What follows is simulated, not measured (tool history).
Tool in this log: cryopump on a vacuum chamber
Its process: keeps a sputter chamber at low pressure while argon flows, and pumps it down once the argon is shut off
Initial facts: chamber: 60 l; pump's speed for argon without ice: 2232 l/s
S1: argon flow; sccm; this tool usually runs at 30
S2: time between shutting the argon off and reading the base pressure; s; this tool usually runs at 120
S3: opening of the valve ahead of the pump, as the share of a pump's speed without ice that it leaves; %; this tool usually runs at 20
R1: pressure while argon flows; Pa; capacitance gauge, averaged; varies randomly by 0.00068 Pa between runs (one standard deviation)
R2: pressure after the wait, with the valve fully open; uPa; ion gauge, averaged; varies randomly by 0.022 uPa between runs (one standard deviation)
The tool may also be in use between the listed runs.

{"run": 1, "hour": 0.0, "S1": 30, "S2": 120, "S3": 20, "R1": 0.1156, "R2": 1.63}
{"run": 2, "hour": 67.8, "S1": 30, "S2": 120, "S3": 20, "R1": 0.1154, "R2": 1.73}
{"run": 3, "hour": 145.4, "S1": 30, "S2": 120, "S3": 20, "R1": 0.1156, "R2": 1.81}
{"run": 4, "hour": 234.6, "S1": 30, "S2": 29, "S3": 20, "R1": 0.1151, "R2": 3.2}
{"run": 5, "hour": 300.2, "S1": 30, "S2": 29, "S3": 20, "R1": 0.1162, "R2": 3.21}
{"run": 6, "hour": 403.2, "S1": 30, "S2": 29, "S3": 20, "R1": 0.1175, "R2": 3.35}
{"run": 7, "hour": 475.0, "S1": 30, "S2": 29, "S3": 20, "R1": 0.1176, "R2": 3.43}
{"run": 8, "hour": 530.9, "S1": 30, "S2": 29, "S3": 20, "R1": 0.1178, "R2": 3.52}
{"run": 9, "hour": 600.0, "S1": 30, "S2": 29, "S3": 20, "R1": 0.1179, "R2": 3.51}
{"run": 10, "hour": 655.4, "S1": 12, "S2": 218, "S3": 25, "R1": 0.0393, "R2": 2.04}
{"hour": 700.1, "done": "pump warmed up, emptied and cooled again"}
{"run": 11, "hour": 724.9, "S1": 15, "S2": 127, "S3": 46, "R1": 0.0241, "R2": 2.01}
{"run": 12, "hour": 817.3, "S1": 17, "S2": 136, "S3": 39, "R1": 0.0336, "R2": 2.01}
{"run": 13, "hour": 874.0, "S1": 38, "S2": 144, "S3": 20, "R1": 0.1457, "R2": 2.05}
{"hour": 891.0, "done": "leaking fittings of the chamber tightened, without venting"}
{"run": 14, "hour": 1000.1, "S1": 38, "S2": 144, "S3": 20, "R1": 0.1487, "R2": 0.58}

Forecast each of these 5 alternatives for the next run:
{"run": "A", "hour": 1087.9, "S1": 51, "S2": 150, "S3": 20, "R1": "?", "R2": "?"}
{"run": "B", "hour": 1087.9, "S1": 46, "S2": 120, "S3": 20, "R1": "?", "R2": "?"}
{"run": "C", "hour": 1087.9, "S1": 19, "S2": 30, "S3": 20, "R1": "?", "R2": "?"}
{"run": "D", "hour": 1087.9, "S1": 35, "S2": 120, "S3": 27, "R1": "?", "R2": "?"}
{"run": "E", "hour": 1087.9, "S1": 14, "S2": 54, "S3": 38, "R1": "?", "R2": "?"}

run=A R1=0.1998 R2=0.63
run=B R1=0.1797 R2=0.73
run=C R1=0.0734 R2=2.10
run=D R1=0.1011 R2=0.71
run=E R1=0.0293 R2=1.25
Take away the tool's hidden state, keep each run's random variation, and the runs would have read:
run=A R1=0.1943 R2=0.51
run=B R1=0.1746 R2=0.62
run=C R1=0.0714 R2=1.98
run=D R1=0.0973 R2=0.59
run=E R1=0.0278 R2=1.14
